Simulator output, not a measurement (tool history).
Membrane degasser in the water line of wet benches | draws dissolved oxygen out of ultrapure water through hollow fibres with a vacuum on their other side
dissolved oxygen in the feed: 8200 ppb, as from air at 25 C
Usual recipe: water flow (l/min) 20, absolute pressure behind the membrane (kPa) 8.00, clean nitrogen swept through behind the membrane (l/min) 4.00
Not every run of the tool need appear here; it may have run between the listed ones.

run	hour	water flow (l/min)	absolute pressure behind the membrane (kPa)	clean nitrogen swept through behind the membrane (l/min)	dissolved oxygen in the water behind the degasser (ppb)	pressure that the water loses in the fibres (kPa)
1	0.0	20	8.00	4.00	73.8	65.03
2	90.7	20	8.00	4.00	72.9	64.66
3	171.7	20	8.00	4.00	71.4	64.81
4	238.8	20	5.69	4.00	46.2	64.63
5	355.7	20	5.69	4.00	46.9	64.89
6	422.3	20	5.69	4.00	45.6	64.58
7	532.3	20	5.69	4.00	45.3	64.96
8	657.5	20	5.69	4.00	45.5	64.66
9	749.5	20	8.00	4.45	69.2	65.22
10	815.9	13	8.00	4.00	43.9	42.23
11	889.9	13	8.00	4.00	45.0	42.25
12	979.6	13	8.00	4.00	44.6	42.23
13	1037.6	16	8.00	4.00	57.1	51.50
14	1135.4	16	8.00	4.00	56.4	51.84
15	1254.7	16	8.00	4.00	56.1	51.69
16	1363.2	16	11.07	4.00	87.0	51.94
17	1443.0	16	11.07	4.00	86.7	51.67
18	1511.8	16	5.87	4.52	33.0	51.84
# hour 1551.7: seals of the vacuum lines changed
19	1587.9	16	9.18	2.17	114.6	52.02
20	1667.5	21	8.00	6.16	56.9	68.10
21	1761.3	21	8.00	6.16	56.8	68.07
22	1896.3	28	18.23	2.55	399.3	90.87
23	1964.9	23	16.61	4.00	209.1	74.83
24	2067.3	20	5.93	3.17	58.3	64.95
25	2150.1	16	8.26	6.71	39.4	52.19
26	2214.5	16	8.26	6.71	40.0	51.75
27	2337.0	16	8.26	6.71	39.0	51.95
28	2454.3	27	8.09	9.82	59.8	87.37
29	2587.9	18	5.22	9.82	22.2	58.61
30	2714.9	18	5.22	9.42	22.4	58.43
31	2841.8	18	7.83	4.36	60.2	58.54

Below are 4 alternative next runs, each starting from the tool's condition after run 31. Predict each:
# hour 2876.5: vacuum gauge calibrated
A	2972.2	18	7.83	9.92	?	?
# hour 2876.5: vacuum gauge calibrated
B	2972.2	20	8.00	10.33	?	?
# hour 2876.5: vacuum gauge calibrated
C	2972.2	18	7.83	4.30	?	?
# hour 2876.5: vacuum gauge calibrated
D	2972.2	20	10.57	10.36	?	?

run	dissolved oxygen in the water behind the degasser (ppb)	pressure that the water loses in the fibres (kPa)
A	33.9	57.83
B	39.5	65.06
C	59.3	58.31
D	49.6	65.23
Stripped of hidden state, with their random variation kept, the same runs would have yielded:
run	dissolved oxygen in the water behind the degasser (ppb)	pressure that the water loses in the fibres (kPa)
A	33.8	57.80
B	39.4	65.02
C	59.2	58.28
D	49.6	65.20

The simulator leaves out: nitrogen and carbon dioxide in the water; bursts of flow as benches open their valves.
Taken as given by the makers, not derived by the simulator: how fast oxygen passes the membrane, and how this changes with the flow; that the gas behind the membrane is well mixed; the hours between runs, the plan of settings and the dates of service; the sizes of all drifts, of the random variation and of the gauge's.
